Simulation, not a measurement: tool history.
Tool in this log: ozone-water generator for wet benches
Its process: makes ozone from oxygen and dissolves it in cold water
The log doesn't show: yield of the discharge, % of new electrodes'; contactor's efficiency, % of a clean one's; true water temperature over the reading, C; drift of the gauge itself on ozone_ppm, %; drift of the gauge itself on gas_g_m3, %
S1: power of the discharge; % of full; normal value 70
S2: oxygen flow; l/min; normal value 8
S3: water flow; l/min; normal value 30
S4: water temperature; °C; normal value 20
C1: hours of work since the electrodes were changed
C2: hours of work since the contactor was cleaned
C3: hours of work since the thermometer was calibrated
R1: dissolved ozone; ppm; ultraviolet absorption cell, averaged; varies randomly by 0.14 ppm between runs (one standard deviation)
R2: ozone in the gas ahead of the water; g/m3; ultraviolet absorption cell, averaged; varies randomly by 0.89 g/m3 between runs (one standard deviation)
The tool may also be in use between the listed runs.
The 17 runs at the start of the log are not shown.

run	day	S1	S2	S3	S4	C1	C2	C3	R1	R2
18	24.388	46	8	42	25	827	189	3870	8.2	109.7
19	26.675	48	12.55	30	20	869	232	3912	12.2	93.1
# day 27.188: contactor cleaned, once more
20	27.946	48	12.55	30	20	889	14	3933	12.2	91.3
21	29.346	48	5.94	38	20	915	40	3958	9.6	132.1
22	30.654	63	5.94	38	20	939	64	3983	11.5	157.3
23	31.996	78	7.48	19	13	964	89	4007	26.1	162.9
24	34.179	70	8	41	18	1005	129	4048	12.5	146.2
25	35.754	46	5.69	19	18	1034	158	4077	16.9	129.7
26	37.396	46	5.69	19	18	1064	189	4107	17	129.9
27	39.096	57	5.69	19	18	1095	220	4139	19.8	152.9
28	41.262	57	5.69	19	18	1135	260	4179	19.3	150
29	42.396	70	8	21	20	1156	281	4200	20	147
30	44.646	70	8	21	12	1198	323	4241	23	147.4
31	45.883	70	12.92	21	12	1221	345	4264	22.4	117.1
32	46.879	70	12.92	28	17	1239	364	4282	17.1	116.2
33	49.017	43	8	30	27	1279	403	4322	10	105.2

Each row is a separate what-if for the run after 33, all from the same tool condition, not one after another. Results?
A	50.704	77	8	30	27	1310	434	4353	?	?
B	50.704	43	12.76	37	27	1310	434	4353	?	?
C	50.704	70	5.5	26	20	1310	434	4353	?	?

run	R1	R2
A	14.6	155.4
B	8.4	84.3
C	16.9	175.7
With no hidden state in the tool, these same runs would have given:
run	R1	R2
A	14.9	157.7
B	8.6	85
C	17.2	178.1
